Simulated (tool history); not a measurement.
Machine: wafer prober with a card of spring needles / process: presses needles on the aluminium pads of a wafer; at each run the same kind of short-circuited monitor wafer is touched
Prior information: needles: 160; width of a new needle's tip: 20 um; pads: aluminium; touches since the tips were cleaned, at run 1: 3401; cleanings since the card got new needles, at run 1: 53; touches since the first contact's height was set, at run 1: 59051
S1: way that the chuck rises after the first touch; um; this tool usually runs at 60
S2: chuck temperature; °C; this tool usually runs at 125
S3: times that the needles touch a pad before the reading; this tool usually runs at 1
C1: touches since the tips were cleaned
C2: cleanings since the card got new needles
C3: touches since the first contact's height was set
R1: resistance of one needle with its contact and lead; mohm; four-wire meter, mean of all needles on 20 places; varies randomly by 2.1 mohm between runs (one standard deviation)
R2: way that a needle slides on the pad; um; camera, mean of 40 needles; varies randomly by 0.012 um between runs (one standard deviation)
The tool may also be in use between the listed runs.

{"run": 1, "hour": 0.0, "S1": 60, "S2": 125, "S3": 1, "C1": 3401, "C2": 53, "C3": 59051, "R1": 314, "R2": 8.39}
{"hour": 14.4, "done": "tips cleaned on abrasive film"}
{"hour": 40.1, "done": "tips cleaned on abrasive film"}
{"run": 2, "hour": 43.1, "S1": 60, "S2": 125, "S3": 1, "C1": 864, "C2": 55, "C3": 71232, "R1": 273, "R2": 8.37}
{"hour": 59.5, "done": "height of the first contact set anew"}
{"hour": 67.4, "done": "tips cleaned on abrasive film"}
{"hour": 96.8, "done": "tips cleaned on abrasive film"}
{"run": 3, "hour": 97.8, "S1": 60, "S2": 125, "S3": 1, "C1": 310, "C2": 57, "C3": 10837, "R1": 258, "R2": 8.43}
{"hour": 125.5, "done": "tips cleaned on abrasive film"}
{"hour": 152.0, "done": "tips cleaned on abrasive film"}
{"run": 4, "hour": 154.1, "S1": 60, "S2": 125, "S3": 1, "C1": 588, "C2": 59, "C3": 26748, "R1": 263, "R2": 8.41}
{"hour": 179.6, "done": "tips cleaned on abrasive film"}
{"hour": 207.7, "done": "tips cleaned on abrasive film"}
{"run": 5, "hour": 211.3, "S1": 60, "S2": 125, "S3": 1, "C1": 1037, "C2": 61, "C3": 42940, "R1": 282, "R2": 8.39}
{"hour": 236.2, "done": "tips cleaned on abrasive film"}
{"run": 6, "hour": 251.7, "S1": 60, "S2": 125, "S3": 1, "C1": 4378, "C2": 62, "C3": 54365, "R1": 332, "R2": 8.36}
{"hour": 267.2, "done": "tips cleaned on abrasive film"}
{"run": 7, "hour": 279.5, "S1": 42, "S2": 125, "S3": 1, "C1": 3496, "C2": 63, "C3": 62248, "R1": 419, "R2": 5.84}
{"hour": 293.8, "done": "tips cleaned on abrasive film"}
{"run": 8, "hour": 317.0, "S1": 60, "S2": 125, "S3": 2, "C1": 6583, "C2": 64, "C3": 72851, "R1": 303, "R2": 8.34}
{"hour": 320.0, "done": "tips cleaned on abrasive film"}
{"hour": 324.0, "done": "height of the first contact set anew"}
{"hour": 350.5, "done": "tips cleaned on abrasive film"}
{"run": 9, "hour": 351.5, "S1": 60, "S2": 125, "S3": 2, "C1": 280, "C2": 66, "C3": 7775, "R1": 247, "R2": 8.44}
{"hour": 375.9, "done": "tips cleaned on abrasive film"}
{"run": 10, "hour": 396.0, "S1": 60, "S2": 125, "S3": 3, "C1": 5689, "C2": 67, "C3": 20385, "R1": 270, "R2": 8.4}
{"hour": 404.2, "done": "tips cleaned on abrasive film"}
{"hour": 430.7, "done": "tips cleaned on abrasive film"}
{"hour": 459.1, "done": "tips cleaned on abrasive film"}
{"run": 11, "hour": 459.1, "S1": 60, "S2": 125, "S3": 3, "C1": 0, "C2": 70, "C3": 38219, "R1": 235, "R2": 8.39}
{"hour": 486.3, "done": "tips cleaned on abrasive film"}
{"hour": 512.8, "done": "tips cleaned on abrasive film"}
{"run": 12, "hour": 518.7, "S1": 60, "S2": 87, "S3": 1, "C1": 1680, "C2": 72, "C3": 55089, "R1": 285, "R2": 8.39}
{"hour": 539.8, "done": "tips cleaned on abrasive film"}
{"run": 13, "hour": 553.7, "S1": 60, "S2": 87, "S3": 1, "C1": 3955, "C2": 73, "C3": 65001, "R1": 323, "R2": 8.39}
{"hour": 567.8, "done": "tips cleaned on abrasive film"}
{"hour": 591.3, "done": "height of the first contact set anew"}
{"hour": 596.0, "done": "tips cleaned on abrasive film"}
{"run": 14, "hour": 599.5, "S1": 42, "S2": 125, "S3": 1, "C1": 1016, "C2": 75, "C3": 2300, "R1": 315, "R2": 5.9}
{"hour": 624.6, "done": "tips cleaned on abrasive film"}
{"run": 15, "hour": 632.1, "S1": 60, "S2": 125, "S3": 1, "C1": 2122, "C2": 76, "C3": 11518, "R1": 300, "R2": 8.43}
{"hour": 652.4, "done": "tips cleaned on abrasive film"}
{"run": 16, "hour": 665.0, "S1": 69, "S2": 53, "S3": 1, "C1": 3569, "C2": 77, "C3": 20829, "R1": 288, "R2": 9.7}
{"hour": 679.6, "done": "tips cleaned on abrasive film"}
{"run": 17, "hour": 695.8, "S1": 55, "S2": 125, "S3": 1, "C1": 4598, "C2": 78, "C3": 29531, "R1": 352, "R2": 7.7}
{"hour": 707.6, "done": "tips cleaned on abrasive film"}
{"hour": 735.6, "done": "tips cleaned on abrasive film"}
{"run": 18, "hour": 753.5, "S1": 55, "S2": 125, "S3": 1, "C1": 5082, "C2": 80, "C3": 45872, "R1": 356, "R2": 7.69}
{"hour": 761.4, "done": "tips cleaned on abrasive film"}
{"hour": 789.1, "done": "tips cleaned on abrasive film"}
{"hour": 815.5, "done": "tips cleaned on abrasive film"}
{"run": 19, "hour": 817.5, "S1": 42, "S2": 125, "S3": 2, "C1": 567, "C2": 83, "C3": 63963, "R1": 280, "R2": 5.84}
{"hour": 841.2, "done": "tips cleaned on abrasive film"}
{"hour": 856.9, "done": "height of the first contact set anew"}
{"run": 20, "hour": 856.9, "S1": 42, "S2": 125, "S3": 2, "C1": 4369, "C2": 84, "C3": 0, "R1": 351, "R2": 5.9}
{"hour": 869.0, "done": "tips cleaned on abrasive film"}
{"hour": 896.3, "done": "tips cleaned on abrasive film"}
{"run": 21, "hour": 917.6, "S1": 42, "S2": 125, "S3": 2, "C1": 6053, "C2": 86, "C3": 17179, "R1": 366, "R2": 5.89}
{"hour": 923.5, "done": "tips cleaned on abrasive film"}
{"hour": 953.8, "done": "tips cleaned on abrasive film"}
{"run": 22, "hour": 959.4, "S1": 41, "S2": 42, "S3": 1, "C1": 1577, "C2": 88, "C3": 28972, "R1": 336, "R2": 5.74}
{"hour": 982.5, "done": "tips cleaned on abrasive film"}
{"run": 23, "hour": 992.1, "S1": 57, "S2": 125, "S3": 1, "C1": 2746, "C2": 89, "C3": 38246, "R1": 316, "R2": 7.99}
{"hour": 1008.0, "done": "tips cleaned on abrasive film"}
{"hour": 1037.1, "done": "tips cleaned on abrasive film"}
{"run": 24, "hour": 1037.5, "S1": 46, "S2": 30, "S3": 1, "C1": 121, "C2": 91, "C3": 51080, "R1": 236, "R2": 6.39}
{"hour": 1066.2, "done": "tips cleaned on abrasive film"}
{"hour": 1093.5, "done": "tips cleaned on abrasive film"}
{"run": 25, "hour": 1099.7, "S1": 60, "S2": 30, "S3": 1, "C1": 1763, "C2": 93, "C3": 68679, "R1": 284, "R2": 8.36}
{"hour": 1119.0, "done": "tips cleaned on abrasive film"}
{"hour": 1122.4, "done": "height of the first contact set anew"}
{"run": 26, "hour": 1135.6, "S1": 60, "S2": 50, "S3": 1, "C1": 4641, "C2": 94, "C3": 3751, "R1": 334, "R2": 8.45}
{"hour": 1146.1, "done": "tips cleaned on abrasive film"}
{"hour": 1174.6, "done": "tips cleaned on abrasive film"}
{"run": 27, "hour": 1189.7, "S1": 57, "S2": 40, "S3": 1, "C1": 4272, "C2": 96, "C3": 19039, "R1": 350, "R2": 7.99}
{"hour": 1204.1, "done": "tips cleaned on abrasive film"}
{"hour": 1232.9, "done": "tips cleaned on abrasive film"}
{"run": 28, "hour": 1237.1, "S1": 57, "S2": 83, "S3": 1, "C1": 1182, "C2": 98, "C3": 32441, "R1": 289, "R2": 8.0}
{"hour": 1260.2, "done": "tips cleaned on abrasive film"}
{"hour": 1286.5, "done": "tips cleaned on abrasive film"}
{"run": 29, "hour": 1294.1, "S1": 60, "S2": 63, "S3": 1, "C1": 2172, "C2": 100, "C3": 48570, "R1": 301, "R2": 8.41}
{"hour": 1313.6, "done": "tips cleaned on abrasive film"}
{"run": 30, "hour": 1328.9, "S1": 60, "S2": 63, "S3": 1, "C1": 4359, "C2": 101, "C3": 58432, "R1": 326, "R2": 8.37}

Alternative continuations, all from the tool just after run 30; predict every row:
{"hour": 1343.5, "done": "tips cleaned on abrasive film"}
{"hour": 1373.8, "done": "tips cleaned on abrasive film"}
{"hour": 1387.8, "done": "height of the first contact set anew"}
{"run": "A", "hour": 1387.8, "S1": 60, "S2": 98, "S3": 1, "C1": 3872, "C2": 103, "C3": 0, "R1": "?", "R2": "?"}
{"hour": 1343.5, "done": "tips cleaned on abrasive film"}
{"hour": 1373.8, "done": "tips cleaned on abrasive film"}
{"hour": 1387.8, "done": "height of the first contact set anew"}
{"run": "B", "hour": 1387.8, "S1": 73, "S2": 63, "S3": 1, "C1": 3872, "C2": 103, "C3": 0, "R1": "?", "R2": "?"}
{"hour": 1343.5, "done": "tips cleaned on abrasive film"}
{"hour": 1373.8, "done": "tips cleaned on abrasive film"}
{"hour": 1387.8, "done": "height of the first contact set anew"}
{"run": "C", "hour": 1387.8, "S1": 60, "S2": 26, "S3": 1, "C1": 3872, "C2": 103, "C3": 0, "R1": "?", "R2": "?"}
{"hour": 1343.5, "done": "tips cleaned on abrasive film"}
{"hour": 1373.8, "done": "tips cleaned on abrasive film"}
{"hour": 1387.8, "done": "height of the first contact set anew"}
{"run": "D", "hour": 1387.8, "S1": 45, "S2": 32, "S3": 2, "C1": 3872, "C2": 103, "C3": 0, "R1": "?", "R2": "?"}

run=A R1=323 R2=8.43
run=B R1=288 R2=10.26
run=C R1=322 R2=8.43
run=D R1=321 R2=6.33
With no hidden state in the tool, these same runs would have given:
run=A R1=227 R2=8.43
run=B R1=217 R2=10.26
run=C R1=213 R2=8.43
run=D R1=213 R2=6.33

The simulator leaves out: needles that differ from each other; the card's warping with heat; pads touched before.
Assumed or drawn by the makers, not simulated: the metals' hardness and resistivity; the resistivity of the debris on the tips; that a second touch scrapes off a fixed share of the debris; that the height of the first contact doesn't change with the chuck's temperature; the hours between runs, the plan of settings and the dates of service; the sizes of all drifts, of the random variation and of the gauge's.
